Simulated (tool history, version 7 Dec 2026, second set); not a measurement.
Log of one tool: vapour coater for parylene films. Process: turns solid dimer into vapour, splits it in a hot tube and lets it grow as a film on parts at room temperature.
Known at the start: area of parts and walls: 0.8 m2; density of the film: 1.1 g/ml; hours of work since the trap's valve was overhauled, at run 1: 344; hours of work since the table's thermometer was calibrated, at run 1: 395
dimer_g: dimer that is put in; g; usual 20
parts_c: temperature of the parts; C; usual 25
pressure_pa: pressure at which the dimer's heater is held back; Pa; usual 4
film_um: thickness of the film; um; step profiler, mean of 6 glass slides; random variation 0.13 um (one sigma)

run,day,dimer_g,parts_c,pressure_pa,hours of work since the trap's valve was overhauled,hours of work since the table's thermometer was calibrated,film_um
1,0,20,25,4,344,395,13.91
# day 0.771: trap's valve overhauled
2,0.771,20,25,4,0,407,15.89
3,1.804,20,25,5.6,20,427,15.64
4,3.017,20,25,5.6,44,451,15.29
5,3.688,20,25,5.6,57,464,15.5
6,4.958,20,25,5.6,81,488,15.07
7,5.8,20,25,5.6,98,505,15.2
8,6.9,20,25,5.6,119,526,14.59
9,7.671,20,25,5.6,134,541,14.83
10,9.088,20,25,10.5,162,569,14.39
11,10.012,20,25,10.5,180,587,14
12,11.046,20,25,10.5,200,607,13.84
13,12.492,20,25,10.5,228,635,13.82
14,13.708,20,25,4,252,659,14.57
15,14.783,20,25,4,273,680,14.27
16,15.6,20,25,4,288,695,14.24
17,16.617,20,25,4,308,715,14.16
18,17.904,20,25,4,333,740,14.04
19,18.888,20,25,4,352,759,13.94
# day 19.258: trap's valve overhauled
20,20.2,20,25,4,18,782,15.93
21,21.425,8,24,5.25,42,805,6.37
22,22.721,26,31,2.2,67,831,18.06
23,23.946,26,31,2.2,91,855,17.78
24,24.883,26,31,2.2,109,873,17.64
25,25.912,20,33,5.66,129,893,12.21
26,27.104,20,17,5.83,153,916,18.36
27,28.246,22,17,6.25,175,938,20.07
28,29.412,22,17,6.25,197,961,20
29,30.279,22,17,6.25,214,978,19.97
30,31.392,26,17,2.59,236,999,24.32
31,32.729,19,18,4.66,262,1025,16.51
# day 33.467: table's thermometer calibrated
32,33.571,17,32,9.52,278,2,9.5
33,34.275,17,32,9.52,291,16,9.39
34,35.033,20,25,3.36,306,31,13.93
35,36.471,20,26,7.43,334,58,12.86
36,37.567,20,23,4.73,355,80,14.1
# day 37.8: trap's valve overhauled
37,39.142,20,23,4.73,26,107,16.42
38,40.538,20,23,4.73,53,134,16.12
39,41.858,20,25,9.81,79,160,14.59

5 ways to go on from here, each from the tool as it stands after run 39. What would each give?
A,43.125,20,21,8.24,104,185,?
B,43.125,20,37,9.81,104,185,?
C,43.125,10,23,6.66,104,185,?
D,43.125,21,25,4,104,185,?
E,43.125,21,36,7.21,104,185,?

run,film_um
A,16.41
B,10.23
C,7.77
D,16.01
E,11.37
Without the tool's hidden state the same runs would have given:
run,film_um
A,17.05
B,10.63
C,8.07
D,16.63
E,11.81
